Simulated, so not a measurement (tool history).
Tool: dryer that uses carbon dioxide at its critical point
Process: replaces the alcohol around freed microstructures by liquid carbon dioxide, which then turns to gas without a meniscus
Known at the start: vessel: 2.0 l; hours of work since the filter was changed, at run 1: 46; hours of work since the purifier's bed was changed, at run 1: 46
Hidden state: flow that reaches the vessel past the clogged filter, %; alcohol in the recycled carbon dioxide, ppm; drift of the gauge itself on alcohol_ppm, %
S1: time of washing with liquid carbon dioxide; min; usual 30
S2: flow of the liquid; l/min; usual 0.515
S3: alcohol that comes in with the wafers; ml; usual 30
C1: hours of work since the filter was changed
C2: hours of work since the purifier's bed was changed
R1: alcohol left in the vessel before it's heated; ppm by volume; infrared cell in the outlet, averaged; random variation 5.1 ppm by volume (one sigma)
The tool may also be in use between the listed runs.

| run | hour | S1 | S2 | S3 | C1 | C2 | R1 |
|---|---|---|---|---|---|---|---|
| 1 | 0.0 | 30 | 0.515 | 30 | 46 | 46 | 86 |
| 2 | 21.6 | 30 | 0.515 | 30 | 61 | 61 | 93 |
| 3 | 37.3 | 30 | 0.515 | 30 | 72 | 72 | 87 |
| 4 | 56.6 | 30 | 0.515 | 44 | 85 | 85 | 134 |
| 5 | 67.0 | 30 | 0.515 | 44 | 92 | 92 | 145 |
| 6 | 80.3 | 30 | 0.515 | 44 | 101 | 101 | 151 |
| 7 | 95.7 | 30 | 0.515 | 76 | 112 | 112 | 256 |
| 8 | 106.1 | 30 | 0.515 | 92 | 119 | 119 | 334 |
| 9 | 122.7 | 30 | 0.515 | 30 | 131 | 131 | 117 |
| 10 | 136.1 | 30 | 0.515 | 30 | 140 | 140 | 125 |
| 11 | 149.1 | 30 | 0.515 | 30 | 149 | 149 | 153 |
| 12 | 166.1 | 30 | 0.515 | 30 | 161 | 161 | 140 |
|  | 174.9 | inlet filter changed |
| 13 | 186.4 | 30 | 0.515 | 30 | 8 | 174 | 74 |
| 14 | 207.6 | 30 | 0.515 | 30 | 23 | 189 | 78 |
| 15 | 225.6 | 30 | 0.515 | 30 | 35 | 201 | 83 |
| 16 | 244.9 | 30 | 0.515 | 30 | 49 | 215 | 95 |
| 17 | 255.8 | 30 | 0.515 | 30 | 56 | 222 | 94 |
| 18 | 273.8 | 30 | 0.515 | 30 | 69 | 235 | 94 |
| 19 | 293.3 | 30 | 0.515 | 30 | 82 | 248 | 102 |
| 20 | 312.6 | 30 | 0.515 | 30 | 95 | 262 | 113 |
| 21 | 322.4 | 30 | 0.515 | 30 | 102 | 268 | 115 |
| 22 | 334.5 | 30 | 0.515 | 30 | 111 | 277 | 118 |
| 23 | 346.9 | 30 | 0.515 | 30 | 119 | 285 | 131 |
| 24 | 357.6 | 38 | 0.515 | 46 | 127 | 293 | 60 |
| 25 | 368.3 | 38 | 0.515 | 46 | 134 | 300 | 64 |
| 26 | 383.4 | 21 | 0.519 | 30 | 145 | 311 | 524 |
| 27 | 398.7 | 30 | 0.346 | 70 | 155 | 321 | 1402 |
| 28 | 411.1 | 30 | 0.346 | 70 | 164 | 330 | 1462 |
|  | 415.3 | inlet filter changed |
| 29 | 429.6 | 30 | 0.346 | 70 | 10 | 342 | 841 |
| 30 | 449.9 | 30 | 0.346 | 70 | 24 | 356 | 890 |
| 31 | 470.5 | 30 | 0.346 | 70 | 38 | 370 | 950 |
| 32 | 484.0 | 30 | 0.346 | 70 | 48 | 380 | 1010 |
| 33 | 499.1 | 25 | 0.731 | 23 | 58 | 390 | 52 |
| 34 | 514.0 | 27 | 0.731 | 32 | 68 | 400 | 49 |
| 35 | 528.3 | 30 | 0.338 | 30 | 78 | 410 | 533 |
| 36 | 541.4 | 34 | 0.338 | 35 | 87 | 419 | 402 |
| 37 | 553.2 | 30 | 0.328 | 26 | 96 | 428 | 523 |
| 38 | 575.8 | 30 | 0.515 | 104 | 111 | 443 | 391 |
| 39 | 590.1 | 30 | 0.515 | 104 | 121 | 453 | 414 |
| 40 | 600.0 | 30 | 0.515 | 104 | 128 | 460 | 426 |
| 41 | 618.3 | 23 | 0.559 | 46 | 141 | 473 | 439 |
| 42 | 640.7 | 30 | 0.515 | 39 | 156 | 488 | 209 |
| 43 | 652.0 | 30 | 0.515 | 39 | 164 | 496 | 195 |
|  | 654.5 | inlet filter changed |
| 44 | 664.2 | 30 | 0.785 | 34 | 7 | 504 | 38 |
| 45 | 677.2 | 30 | 0.800 | 97 | 16 | 513 | 42 |
| 46 | 686.6 | 30 | 0.800 | 97 | 22 | 519 | 41 |

Measured less the same run without the tool's hidden state. The same run-to-run variation is in both; the gauge's scatter may not be:
| run | R1 |
|---|---|
| 1 | +20 |
| 2 | +26 |
| 3 | +30 |
| 4 | +52 |
| 5 | +58 |
| 6 | +64 |
| 7 | +117 |
| 8 | +159 |
| 9 | +64 |
| 10 | +68 |
| 11 | +76 |
| 12 | +83 |
| 13 | +12 |
| 14 | +17 |
| 15 | +22 |
| 16 | +28 |
| 17 | +31 |
| 18 | +38 |
| 19 | +43 |
| 20 | +50 |
| 21 | +54 |
| 22 | +59 |
| 23 | +65 |
| 24 | +41 |
| 25 | +43 |
| 26 | +224 |
| 27 | +605 |
| 28 | +650 |
| 29 | +68 |
| 30 | +110 |
| 31 | +158 |
| 32 | +192 |
| 33 | +27 |
| 34 | +29 |
| 35 | +151 |
| 36 | +139 |
| 37 | +166 |
| 38 | +192 |
| 39 | +210 |
| 40 | +220 |
| 41 | +218 |
| 42 | +121 |
| 43 | +127 |
| 44 | +25 |
| 45 | +28 |
| 46 | +28 |
